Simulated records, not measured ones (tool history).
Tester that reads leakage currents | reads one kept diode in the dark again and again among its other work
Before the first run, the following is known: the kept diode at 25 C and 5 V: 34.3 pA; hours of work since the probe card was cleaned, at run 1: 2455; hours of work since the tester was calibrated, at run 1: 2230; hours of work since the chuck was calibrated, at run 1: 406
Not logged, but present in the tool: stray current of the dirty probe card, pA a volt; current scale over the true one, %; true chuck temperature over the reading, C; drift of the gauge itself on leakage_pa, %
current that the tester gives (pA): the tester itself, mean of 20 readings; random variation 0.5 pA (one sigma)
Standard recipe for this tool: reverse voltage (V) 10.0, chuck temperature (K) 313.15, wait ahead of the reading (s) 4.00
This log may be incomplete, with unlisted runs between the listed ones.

run,day,reverse voltage (V),chuck temperature (K),wait ahead of the reading (s),hours of work since the probe card was cleaned,hours of work since the tester was calibrated,hours of work since the chuck was calibrated,current that the tester gives (pA)
1,0.000,10.0,313.15,4.00,2455,2230,406,193.38
2,4.671,10.0,313.15,9.37,2514,2288,465,193.66
3,10.325,10.0,313.15,9.37,2585,2359,536,194.84
4,16.646,10.0,313.15,1.82,2664,2438,615,196.96
# day 18.588: probe card cleaned and baked
5,22.125,10.0,313.15,0.38,44,2505,682,179.08
6,28.675,10.0,313.15,4.00,126,2588,764,172.90
7,33.171,10.0,313.15,4.00,183,2644,821,174.54
8,36.488,10.0,313.15,4.00,224,2686,862,176.27
9,41.971,10.0,313.15,4.00,293,2754,931,177.21
10,48.688,10.0,313.15,4.00,377,2839,1015,179.23
11,54.104,2.3,313.15,4.00,445,2906,1083,112.54
# day 56.517: tester calibrated
12,58.796,2.3,313.15,4.00,503,29,1141,113.78
13,63.396,2.3,313.15,4.00,561,86,1198,114.01
14,68.992,2.3,313.15,4.00,631,156,1269,114.56
15,75.062,6.3,313.15,4.00,707,233,1345,160.64
16,81.317,6.3,313.15,4.00,785,311,1423,160.19
17,86.596,6.3,313.15,4.00,852,377,1489,163.45
# day 88.338: chuck's temperature calibrated
18,91.771,6.3,313.15,4.62,915,441,43,147.57
19,96.388,2.6,308.15,0.53,973,499,101,74.85
20,102.496,2.6,308.15,0.53,1050,575,177,74.56
21,106.104,2.6,308.15,0.53,1095,621,223,75.59
22,109.025,1.2,308.15,0.53,1132,657,259,58.29

What will run 23 give?
23,114.171,10.0,313.15,3.17,1196,722,324,?

Logged for run 23: current that the tester gives (pA) 179.59.
With the hidden condition absent and the run-to-run variation left alone, this run would have shown current that the tester gives (pA) 164.13.
